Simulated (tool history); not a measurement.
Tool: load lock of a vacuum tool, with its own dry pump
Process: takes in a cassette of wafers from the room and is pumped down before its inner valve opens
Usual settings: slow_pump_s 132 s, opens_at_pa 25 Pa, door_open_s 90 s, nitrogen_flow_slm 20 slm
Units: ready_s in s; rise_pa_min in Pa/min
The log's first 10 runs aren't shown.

run,hour,slow_pump_s,opens_at_pa,door_open_s,nitrogen_flow_slm,"incoming humidity of the room's air, %",ready_s,rise_pa_min
11,2462.3,132,37,90,20,45.8,203.7,0.098
12,2790.9,132,37,90,20,50.1,203.8,0.117
13,3030.7,132,37,90,20,42.9,204.8,0.116
14,3306.3,132,37,90,20,44.9,205.8,0.133
15,3534.3,132,37,90,20,44.3,204.7,0.142
16,3755.1,132,25,90,9,43.3,208,0.157
17,4075.9,132,24,90,9,42.8,209.2,0.175
18,4364.8,132,24,90,9,41.6,210.5,0.19

The next listed run, before its measurement:
19,4693.7,141,29,67,5,45,?,?

ready_s: 215.1 s
rise_pa_min: 0.206 Pa/min
Without the tool's hidden state the same run would have given ready_s 210.9 s, rise_pa_min 0.037 Pa/min.

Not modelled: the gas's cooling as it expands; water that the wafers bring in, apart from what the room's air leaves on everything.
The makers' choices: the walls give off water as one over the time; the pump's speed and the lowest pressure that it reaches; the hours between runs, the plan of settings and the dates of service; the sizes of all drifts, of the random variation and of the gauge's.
